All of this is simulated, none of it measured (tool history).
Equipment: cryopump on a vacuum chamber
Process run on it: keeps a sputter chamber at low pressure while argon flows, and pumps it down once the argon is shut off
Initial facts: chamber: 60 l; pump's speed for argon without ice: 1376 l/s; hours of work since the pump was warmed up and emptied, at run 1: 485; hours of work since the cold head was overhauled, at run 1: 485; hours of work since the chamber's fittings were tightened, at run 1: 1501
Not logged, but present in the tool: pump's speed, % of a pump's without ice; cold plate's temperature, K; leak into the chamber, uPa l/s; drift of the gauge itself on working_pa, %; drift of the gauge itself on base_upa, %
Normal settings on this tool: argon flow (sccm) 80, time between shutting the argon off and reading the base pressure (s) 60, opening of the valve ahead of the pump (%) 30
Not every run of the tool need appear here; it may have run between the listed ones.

run   hour  argon flow (sccm)  time between shutting the argon off and reading the base pressure (s)  opening of the valve ahead of the pump (%)  hours of work since the pump was warmed up and emptied  hours of work since the cold head was overhauled  hours of work since the chamber's fittings were tightened  pressure while argon flows (Pa)  pressure after the wait (uPa)
  1    0.0                 80                                                                     60                                          30                                                     485                                               485                                                       1501                           0.3425                           2.11
  2   58.5                 80                                                                     60                                          30                                                     508                                               508                                                       1525                           0.3418                           2.10
  3  106.4                 80                                                                     60                                          30                                                     528                                               528                                                       1544                           0.3399                           2.18
  4  149.1                 80                                                                     60                                          30                                                     545                                               545                                                       1562                           0.3448                           2.16
  5  211.5                 80                                                                     60                                          30                                                     571                                               571                                                       1587                           0.3421                           2.17
  6  257.6                129                                                                     60                                          30                                                     589                                               589                                                       1606                           0.5563                           2.20
  7  288.9                129                                                                     60                                          30                                                     602                                               602                                                       1618                           0.5606                           2.19
  8  336.4                 68                                                                     60                                          30                                                     621                                               621                                                       1638                           0.2957                           2.18
  9  385.9                 48                                                                    227                                          31                                                     641                                               641                                                       1658                           0.2013                           1.03
 10  447.2                 92                                                                     86                                          57                                                     666                                               666                                                       1683                           0.2223                           1.75
 11  486.2                 69                                                                     45                                          46                                                     682                                               682                                                       1698                           0.2026                           2.73
 12  537.4                 79                                                                     45                                          29                                                     703                                               703                                                       1719                           0.3520                           2.70
 13  594.1                 80                                                                    272                                          23                                                     726                                               726                                                       1742                           0.4492                           0.95
     635.0  -- pump warmed up, emptied and cooled again
 14  644.4                 80                                                                    272                                          35                                                       4                                               744                                                       1761                           0.2810                           0.83

Predict each of these 4 candidate next runs independently; none follows another, all start after run 14:
  A  710.1                 80                                                                    287                                          30                                                      31                                               771                                                       1787                                ?                              ?
  B  710.1                 80                                                                     60                                          45                                                      31                                               771                                                       1787                                ?                              ?
  C  710.1                 46                                                                     60                                          48                                                      31                                               771                                                       1787                                ?                              ?
  D  710.1                 80                                                                     60                                          28                                                      31                                               771                                                       1787                                ?                              ?

run  pressure while argon flows (Pa)  pressure after the wait (uPa)
  A                           0.3314                           0.86
  B                           0.2194                           2.09
  C                           0.1198                           2.07
  D                           0.3507                           2.10
Take away the tool's hidden state, keep each run's random variation, and the runs would have read:
run  pressure while argon flows (Pa)  pressure after the wait (uPa)
  A                           0.3299                           0.58
  B                           0.2179                           1.82
  C                           0.1190                           1.80
  D                           0.3492                           1.82
